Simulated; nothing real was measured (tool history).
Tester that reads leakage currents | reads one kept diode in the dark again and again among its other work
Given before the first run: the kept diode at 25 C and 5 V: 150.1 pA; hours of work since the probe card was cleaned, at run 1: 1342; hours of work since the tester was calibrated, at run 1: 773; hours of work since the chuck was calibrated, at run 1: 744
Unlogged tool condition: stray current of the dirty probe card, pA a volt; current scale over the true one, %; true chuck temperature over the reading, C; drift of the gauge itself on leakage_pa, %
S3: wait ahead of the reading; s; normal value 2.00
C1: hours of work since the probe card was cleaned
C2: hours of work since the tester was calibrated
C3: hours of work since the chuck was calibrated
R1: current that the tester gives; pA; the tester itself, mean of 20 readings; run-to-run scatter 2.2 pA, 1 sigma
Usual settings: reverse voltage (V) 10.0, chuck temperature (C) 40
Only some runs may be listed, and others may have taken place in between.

{"run": 1, "hour": 0.0, "reverse voltage (V)": 10.0, "chuck temperature (C)": 40, "S3": 2.0, "C1": 1342, "C2": 773, "C3": 744, "R1": 668.65}
{"run": 2, "hour": 29.0, "reverse voltage (V)": 10.0, "chuck temperature (C)": 40, "S3": 0.71, "C1": 1361, "C2": 792, "C3": 762, "R1": 670.6}
{"run": 3, "hour": 55.6, "reverse voltage (V)": 10.0, "chuck temperature (C)": 40, "S3": 0.71, "C1": 1378, "C2": 809, "C3": 779, "R1": 670.43}
{"run": 4, "hour": 74.2, "reverse voltage (V)": 10.0, "chuck temperature (C)": 40, "S3": 0.71, "C1": 1390, "C2": 821, "C3": 791, "R1": 666.33}
{"run": 5, "hour": 104.3, "reverse voltage (V)": 10.0, "chuck temperature (C)": 43, "S3": 0.71, "C1": 1409, "C2": 840, "C3": 811, "R1": 857.71}
{"run": 6, "hour": 122.1, "reverse voltage (V)": 10.0, "chuck temperature (C)": 40, "S3": 2.0, "C1": 1421, "C2": 852, "C3": 822, "R1": 664.09}
{"run": 7, "hour": 139.7, "reverse voltage (V)": 10.0, "chuck temperature (C)": 40, "S3": 2.0, "C1": 1432, "C2": 863, "C3": 834, "R1": 663.49}
{"run": 8, "hour": 166.3, "reverse voltage (V)": 10.0, "chuck temperature (C)": 40, "S3": 2.0, "C1": 1449, "C2": 880, "C3": 851, "R1": 663.22}
{"run": 9, "hour": 183.4, "reverse voltage (V)": 10.0, "chuck temperature (C)": 40, "S3": 2.0, "C1": 1460, "C2": 891, "C3": 862, "R1": 658.79}
{"run": 10, "hour": 210.8, "reverse voltage (V)": 10.0, "chuck temperature (C)": 40, "S3": 2.0, "C1": 1478, "C2": 909, "C3": 880, "R1": 658.83}
{"run": 11, "hour": 232.9, "reverse voltage (V)": 10.0, "chuck temperature (C)": 40, "S3": 2.0, "C1": 1492, "C2": 923, "C3": 894, "R1": 658.62}
{"run": 12, "hour": 253.9, "reverse voltage (V)": 10.0, "chuck temperature (C)": 40, "S3": 2.0, "C1": 1506, "C2": 937, "C3": 907, "R1": 657.97}
{"hour": 271.2, "done": "chuck's temperature calibrated"}
{"run": 13, "hour": 291.3, "reverse voltage (V)": 1.4, "chuck temperature (C)": 40, "S3": 2.0, "C1": 1529, "C2": 960, "C3": 13, "R1": 386.08}
{"run": 14, "hour": 322.3, "reverse voltage (V)": 1.3, "chuck temperature (C)": 40, "S3": 2.0, "C1": 1549, "C2": 980, "C3": 33, "R1": 375.32}
{"run": 15, "hour": 347.7, "reverse voltage (V)": 1.3, "chuck temperature (C)": 40, "S3": 2.0, "C1": 1565, "C2": 996, "C3": 49, "R1": 374.08}
{"run": 16, "hour": 370.7, "reverse voltage (V)": 17.6, "chuck temperature (C)": 40, "S3": 2.0, "C1": 1580, "C2": 1011, "C3": 64, "R1": 863.43}
{"run": 17, "hour": 394.1, "reverse voltage (V)": 10.0, "chuck temperature (C)": 40, "S3": 2.0, "C1": 1595, "C2": 1026, "C3": 79, "R1": 720.22}
{"run": 18, "hour": 418.2, "reverse voltage (V)": 10.0, "chuck temperature (C)": 40, "S3": 2.0, "C1": 1610, "C2": 1041, "C3": 95, "R1": 717.2}
{"run": 19, "hour": 453.9, "reverse voltage (V)": 10.0, "chuck temperature (C)": 40, "S3": 2.0, "C1": 1633, "C2": 1064, "C3": 118, "R1": 717.28}
{"run": 20, "hour": 477.7, "reverse voltage (V)": 10.0, "chuck temperature (C)": 40, "S3": 2.0, "C1": 1649, "C2": 1080, "C3": 133, "R1": 718.32}
{"run": 21, "hour": 498.7, "reverse voltage (V)": 10.0, "chuck temperature (C)": 23, "S3": 1.86, "C1": 1662, "C2": 1093, "C3": 147, "R1": 155.93}
{"run": 22, "hour": 515.4, "reverse voltage (V)": 3.1, "chuck temperature (C)": 31, "S3": 1.64, "C1": 1673, "C2": 1104, "C3": 158, "R1": 221.21}
{"run": 23, "hour": 535.9, "reverse voltage (V)": 3.1, "chuck temperature (C)": 31, "S3": 1.64, "C1": 1686, "C2": 1117, "C3": 171, "R1": 221.55}
{"run": 24, "hour": 572.2, "reverse voltage (V)": 8.3, "chuck temperature (C)": 31, "S3": 1.43, "C1": 1710, "C2": 1141, "C3": 194, "R1": 304.41}
{"run": 25, "hour": 607.0, "reverse voltage (V)": 8.3, "chuck temperature (C)": 31, "S3": 1.43, "C1": 1732, "C2": 1163, "C3": 217, "R1": 305.01}
{"run": 26, "hour": 645.6, "reverse voltage (V)": 2.2, "chuck temperature (C)": 31, "S3": 3.46, "C1": 1757, "C2": 1188, "C3": 242, "R1": 195.95}
{"run": 27, "hour": 677.2, "reverse voltage (V)": 2.2, "chuck temperature (C)": 31, "S3": 3.46, "C1": 1777, "C2": 1209, "C3": 262, "R1": 197.02}
{"run": 28, "hour": 713.9, "reverse voltage (V)": 2.2, "chuck temperature (C)": 31, "S3": 3.46, "C1": 1801, "C2": 1232, "C3": 286, "R1": 194.75}
{"run": 29, "hour": 733.2, "reverse voltage (V)": 2.2, "chuck temperature (C)": 31, "S3": 3.46, "C1": 1814, "C2": 1245, "C3": 298, "R1": 195.33}
{"run": 30, "hour": 762.6, "reverse voltage (V)": 4.3, "chuck temperature (C)": 32, "S3": 1.05, "C1": 1833, "C2": 1264, "C3": 317, "R1": 265.53}
{"run": 31, "hour": 779.6, "reverse voltage (V)": 18.2, "chuck temperature (C)": 23, "S3": 8.08, "C1": 1844, "C2": 1275, "C3": 328, "R1": 186.38}
{"run": 32, "hour": 812.6, "reverse voltage (V)": 1.4, "chuck temperature (C)": 34, "S3": 4.68, "C1": 1865, "C2": 1296, "C3": 349, "R1": 219.56}
{"run": 33, "hour": 834.5, "reverse voltage (V)": 8.9, "chuck temperature (C)": 35, "S3": 2.05, "C1": 1879, "C2": 1310, "C3": 363, "R1": 436.63}
{"run": 34, "hour": 857.6, "reverse voltage (V)": 13.6, "chuck temperature (C)": 48, "S3": 2.54, "C1": 1894, "C2": 1325, "C3": 378, "R1": 1490.96}
{"run": 35, "hour": 873.9, "reverse voltage (V)": 13.6, "chuck temperature (C)": 48, "S3": 2.54, "C1": 1904, "C2": 1335, "C3": 389, "R1": 1491.77}
{"run": 36, "hour": 893.3, "reverse voltage (V)": 3.6, "chuck temperature (C)": 47, "S3": 2.5, "C1": 1917, "C2": 1348, "C3": 401, "R1": 899.33}
{"run": 37, "hour": 926.9, "reverse voltage (V)": 14.5, "chuck temperature (C)": 49, "S3": 0.39, "C1": 1939, "C2": 1370, "C3": 423, "R1": 1648.62}
{"run": 38, "hour": 950.1, "reverse voltage (V)": 14.5, "chuck temperature (C)": 49, "S3": 0.39, "C1": 1954, "C2": 1385, "C3": 438, "R1": 1656.98}
{"run": 39, "hour": 977.1, "reverse voltage (V)": 10.0, "chuck temperature (C)": 29, "S3": 1.51, "C1": 1971, "C2": 1402, "C3": 455, "R1": 264.05}
{"run": 40, "hour": 992.9, "reverse voltage (V)": 1.2, "chuck temperature (C)": 33, "S3": 0.32, "C1": 1981, "C2": 1412, "C3": 466, "R1": 188.56}

Below, some changes in R1 between adjacent runs. For each, the amount present without the hidden state too (settings, incoming material, random variation) and the amount remaining for the hidden state with gauge scatter not shared by both compared results:
Run 12 -> 13: reverse voltage (V) 10.0 -> 1.4, chuck's temperature calibrated. R1 -271.89 pA: hidden state +64.86, all else -336.75.
Run 33 -> 34: reverse voltage (V) 8.9 -> 13.6, chuck temperature (C) 35 -> 48, S3 2.05 -> 2.54. R1 +1054.33 pA: hidden state -40.15, all else +1094.48.
Run 36 -> 37: reverse voltage (V) 3.6 -> 14.5, chuck temperature (C) 47 -> 49, S3 2.50 -> 0.39. R1 +749.29 pA: hidden state -31.61, all else +780.90.
Run 38 -> 39: reverse voltage (V) 14.5 -> 10.0, chuck temperature (C) 49 -> 29, S3 0.39 -> 1.51. R1 -1392.93 pA: hidden state +60.93, all else -1453.86.
